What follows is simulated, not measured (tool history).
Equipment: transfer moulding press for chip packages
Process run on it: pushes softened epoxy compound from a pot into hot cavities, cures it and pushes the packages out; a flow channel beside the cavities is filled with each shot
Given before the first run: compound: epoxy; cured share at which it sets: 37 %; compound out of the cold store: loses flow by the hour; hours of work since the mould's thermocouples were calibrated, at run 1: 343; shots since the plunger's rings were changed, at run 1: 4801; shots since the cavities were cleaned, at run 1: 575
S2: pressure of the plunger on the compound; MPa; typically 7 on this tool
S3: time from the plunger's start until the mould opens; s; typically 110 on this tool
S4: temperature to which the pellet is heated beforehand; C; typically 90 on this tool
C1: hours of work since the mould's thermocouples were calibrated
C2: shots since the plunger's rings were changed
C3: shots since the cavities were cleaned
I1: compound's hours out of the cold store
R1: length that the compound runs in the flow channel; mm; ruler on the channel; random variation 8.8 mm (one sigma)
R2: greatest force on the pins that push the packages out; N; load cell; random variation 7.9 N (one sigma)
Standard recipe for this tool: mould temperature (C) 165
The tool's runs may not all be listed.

Run 1, hour 0: usual settings; C1 343; C2 4801; C3 575; I1 39.2. Result: R1 847 mm, R2 599 N.
Run 2, hour 53.1: usual settings; C1 364; C2 5132; C3 906; I1 31.3. Result: R1 862 mm, R2 645 N.
At hour 63.2: cavities cleaned with cleaning compound and waxed.
At hour 82.8: mould's thermocouples calibrated.
Run 3, hour 105.1: usual settings; C1 9; C2 5435; C3 249; I1 21.1. Result: R1 892 mm, R2 505 N.
Run 4, hour 153.2: usual settings; C1 29; C2 5735; C3 549; I1 44.2. Result: R1 806 mm, R2 610 N.
Run 5, hour 189.9: usual settings; C1 44; C2 5964; C3 778; I1 26.8. Result: R1 867 mm, R2 659 N.
At hour 218.5: cavities cleaned with cleaning compound and waxed.
At hour 235: plunger's sealing rings changed.
Run 6, hour 244: usual settings; C1 64; C2 56; C3 144; I1 27.3. Result: R1 975 mm, R2 438 N.
Run 7, hour 299.8: usual settings but S3 130 s; C1 87; C2 404; C3 492; I1 17. Result: R1 1009 mm, R2 531 N.
Run 8, hour 343.5: usual settings; C1 104; C2 677; C3 765; I1 46.8. Result: R1 903 mm, R2 627 N.
At hour 378.2: cavities cleaned with cleaning compound and waxed.
Run 9, hour 403.8: usual settings but mould temperature (C) 166; C1 128; C2 1044; C3 160; I1 43.1. Result: R1 889 mm, R2 424 N.
Run 10, hour 455.4: usual settings but mould temperature (C) 166; C1 149; C2 1365; C3 481; I1 40.2. Result: R1 895 mm, R2 549 N.
Run 11, hour 503.3: usual settings but S4 96 C; C1 169; C2 1664; C3 780; I1 39.6. Result: R1 903 mm, R2 643 N.
At hour 530.7: cavities cleaned with cleaning compound and waxed.
Run 12, hour 562.5: usual settings; C1 192; C2 2024; C3 198; I1 32.4. Result: R1 913 mm, R2 467 N.
Run 13, hour 641: usual settings; C1 224; C2 2515; C3 689; I1 16.9. Result: R1 960 mm, R2 639 N.
At hour 684.9: cavities cleaned with cleaning compound and waxed.
Run 14, hour 692.2: usual settings; C1 244; C2 2825; C3 46; I1 41.5. Result: R1 880 mm, R2 370 N.
Run 15, hour 732: usual settings; C1 261; C2 3073; C3 294; I1 31.5. Result: R1 893 mm, R2 529 N.
Run 16, hour 794.1: usual settings but mould temperature (C) 158, S2 5.7 MPa; C1 286; C2 3461; C3 682; I1 46. Result: R1 798 mm, R2 867 N.
At hour 841.5: cavities cleaned with cleaning compound and waxed.
Run 17, hour 847.7: usual settings but S3 149 s, S4 89 C; C1 307; C2 3786; C3 39; I1 12.6. Result: R1 959 mm, R2 345 N.
Run 18, hour 919.7: usual settings but S3 147 s; C1 336; C2 4235; C3 488; I1 38.5. Result: R1 859 mm, R2 522 N.
Run 19, hour 963: usual settings but mould temperature (C) 168, S3 147 s, S4 97 C; C1 354; C2 4505; C3 758; I1 34.1. Result: R1 862 mm, R2 579 N.
At hour 995.8: cavities cleaned with cleaning compound and waxed.
Run 20, hour 1009.6: usual settings but mould temperature (C) 168, S3 147 s, S4 97 C; C1 372; C2 4787; C3 87; I1 28.5. Result: R1 865 mm, R2 355 N.
At hour 1017.5: mould's thermocouples calibrated.
Run 21, hour 1066.1: usual settings but S2 6.67 MPa, S3 99 s, S4 83 C; C1 20; C2 5127; C3 427; I1 14.4. Result: R1 888 mm, R2 639 N.
Run 22, hour 1134.4: usual settings but S3 91 s, S4 98 C; C1 48; C2 5553; C3 853; I1 42.8. Result: R1 815 mm, R2 779 N.
At hour 1151.1: cavities cleaned with cleaning compound and waxed.
Run 23, hour 1199.7: usual settings but mould temperature (C) 159; C1 74; C2 5951; C3 303; I1 29. Result: R1 871 mm, R2 662 N.
At hour 1240: plunger's sealing rings changed.
Run 24, hour 1240: usual settings but mould temperature (C) 162, S2 8.33 MPa, S3 93 s, S4 98 C; C1 89; C2 0; C3 539; I1 19.2. Result: R1 1103 mm, R2 879 N.
At hour 1306.2: cavities cleaned with cleaning compound and waxed.
Run 25, hour 1323.8: usual settings but mould temperature (C) 169, S2 5.76 MPa, S3 109 s, S4 82 C; C1 122; C2 514; C3 111; I1 26.2. Result: R1 873 mm, R2 385 N.
Run 26, hour 1398.8: usual settings but mould temperature (C) 169, S2 5.62 MPa, S3 109 s, S4 95 C; C1 153; C2 981; C3 578; I1 29.6. Result: R1 841 mm, R2 555 N.
At hour 1460.8: cavities cleaned with cleaning compound and waxed.
Run 27, hour 1472: usual settings but mould temperature (C) 170, S2 5.62 MPa, S3 109 s, S4 95 C; C1 182; C2 1429; C3 70; I1 28.1. Result: R1 821 mm, R2 386 N.

For some of the steps in R1 from one run to the next: how much would appear even if the tool had no hidden state, given the settings, what came in and random variation, and how much remains for the hidden state plus any gauge scatter that the measured result and the result without hidden state don't share?
What the log doesn't record here: true mould temperature over the reading, C; pressure that reaches the compound, % of what is set; grip of the stained cavities, % over clean ones'; drift of the gauge itself on flow_mm, %; drift of the gauge itself on push_out_n, %.
Run 5 -> 6: cavities cleaned with cleaning compound and waxed, plunger's sealing rings changed. R1 +108 mm: hidden state +123, all else -15.
Run 23 -> 24: mould temperature (C) 159 -> 162, S2 7 -> 8.33, S3 110 -> 93, S4 90 -> 98, plunger's sealing rings changed. R1 +232 mm: hidden state +129, all else +103.
Run 24 -> 25: mould temperature (C) 162 -> 169, S2 8.33 -> 5.76, S3 93 -> 109, S4 98 -> 82, cavities cleaned with cleaning compound and waxed. R1 -230 mm: hidden state -8, all else -222.
